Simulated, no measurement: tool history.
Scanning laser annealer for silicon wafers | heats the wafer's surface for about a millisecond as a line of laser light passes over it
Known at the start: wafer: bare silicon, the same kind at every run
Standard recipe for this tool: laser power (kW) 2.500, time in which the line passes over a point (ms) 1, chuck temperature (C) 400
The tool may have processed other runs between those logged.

run  hour  laser power (kW)  time in which the line passes over a point (ms)  chuck temperature (C)  highest temperature of the surface (C)
  1   0.0             2.500                                                1                    400                                    1187
  2  18.1             2.500                                                1                    400                                    1185
  3  32.6             2.500                                                1                    400                                    1184
  4  42.5             2.500                                                1                    400                                    1187
  5  58.4             2.500                                                1                    400                                    1186
  6  71.1             2.500                                                1                    400                                    1183

What does the tool deliver on the next run?
  7  88.4             2.500                                                1                    400                                       ?

highest temperature of the surface (C): 1185
With the hidden condition absent and the run-to-run variation left alone, this run would have shown highest temperature of the surface (C) 1205.

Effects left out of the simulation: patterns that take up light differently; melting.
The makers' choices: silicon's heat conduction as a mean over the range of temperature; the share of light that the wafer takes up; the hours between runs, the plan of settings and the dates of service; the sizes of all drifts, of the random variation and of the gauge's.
